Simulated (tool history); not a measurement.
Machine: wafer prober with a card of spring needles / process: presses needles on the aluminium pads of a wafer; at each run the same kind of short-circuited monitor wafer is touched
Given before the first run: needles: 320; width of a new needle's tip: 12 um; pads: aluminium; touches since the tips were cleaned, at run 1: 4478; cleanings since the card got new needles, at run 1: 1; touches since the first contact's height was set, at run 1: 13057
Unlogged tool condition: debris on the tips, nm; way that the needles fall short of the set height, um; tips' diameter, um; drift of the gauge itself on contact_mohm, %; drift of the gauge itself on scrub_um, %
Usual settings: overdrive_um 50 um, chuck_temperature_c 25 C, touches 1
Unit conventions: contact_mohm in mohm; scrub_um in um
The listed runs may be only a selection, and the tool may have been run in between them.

run	hour	overdrive_um	chuck_temperature_c	touches	touches since the tips were cleaned	cleanings since the card got new needles	touches since the first contact's height was set	contact_mohm	scrub_um
1	0	50	25	1	4478	1	13057	181	10.99
# hour 6.6: tips cleaned on abrasive film
2	8.9	50	25	1	924	2	16526	181	10.94
# hour 24.8: tips cleaned on abrasive film
3	24.8	50	25	1	0	3	22733	179	10.9
# hour 43.4: tips cleaned on abrasive film
4	44.6	50	25	1	479	4	30454	181	10.88
# hour 61.9: tips cleaned on abrasive film
5	61.9	50	25	1	0	5	37207	182	10.85
6	73.1	50	25	1	4388	5	41595	180	10.82
# hour 80.6: tips cleaned on abrasive film
7	85.7	50	25	1	2011	6	46499	181	10.74
8	93.7	50	25	1	5152	6	49640	180	10.76
# hour 99.9: tips cleaned on abrasive film
9	107.3	50	25	1	2942	7	54967	182	10.75
# hour 118.1: tips cleaned on abrasive film
10	119.7	50	25	1	636	8	59790	183	10.69
# hour 136.7: tips cleaned on abrasive film
11	139.5	50	25	1	1110	9	67516	178	10.67
12	149.7	50	25	1	5101	9	71507	180	10.66
# hour 155.2: tips cleaned on abrasive film
13	164.7	31	34	1	3737	10	77377	200	6.61
# hour 168.1: gauge calibrated
# hour 173.6: tips cleaned on abrasive film
14	181.4	31	34	1	3043	11	83880	196	6.75
# hour 191.8: tips cleaned on abrasive film
15	197.9	58	52	1	2399	12	90320	183	12.68
# hour 210: tips cleaned on abrasive film
16	213.1	34	119	2	1206	13	96262	218	7.36
# hour 225.1: height of the first contact set anew
17	226.3	30	45	1	6255	13	456	199	6.53
# hour 229.2: tips cleaned on abrasive film
18	238.7	61	47	3	3734	14	5289	182	13.16
# hour 248.2: tips cleaned on abrasive film
19	256.9	47	114	2	3389	15	12388	203	10.13
# hour 266.3: tips cleaned on abrasive film
20	274.5	36	41	2	3235	16	19286	194	7.77
# hour 285.2: tips cleaned on abrasive film
21	289.1	36	41	2	1516	17	24968	195	7.75
22	297.7	67	114	1	4893	17	28345	191	14.35

Pick out some run-to-run changes in scrub_um. Of each, how much would a tool without hidden state show as well, from the settings, what came in and chance, and how much is left for the hidden state and any gauge scatter not in both results compared?
Run 13 -> 14: gauge calibrated, tips cleaned on abrasive film. scrub_um +0.14 um: hidden state +0.17, all else -0.03.
Run 17 -> 18: overdrive_um 30 -> 61, chuck_temperature_c 45 -> 47, touches 1 -> 3, tips cleaned on abrasive film. scrub_um +6.63 um: hidden state -0.1, all else +6.73.
Run 21 -> 22: overdrive_um 36 -> 67, chuck_temperature_c 41 -> 114, touches 2 -> 1. scrub_um +6.6 um: hidden state -0.16, all else +6.76.

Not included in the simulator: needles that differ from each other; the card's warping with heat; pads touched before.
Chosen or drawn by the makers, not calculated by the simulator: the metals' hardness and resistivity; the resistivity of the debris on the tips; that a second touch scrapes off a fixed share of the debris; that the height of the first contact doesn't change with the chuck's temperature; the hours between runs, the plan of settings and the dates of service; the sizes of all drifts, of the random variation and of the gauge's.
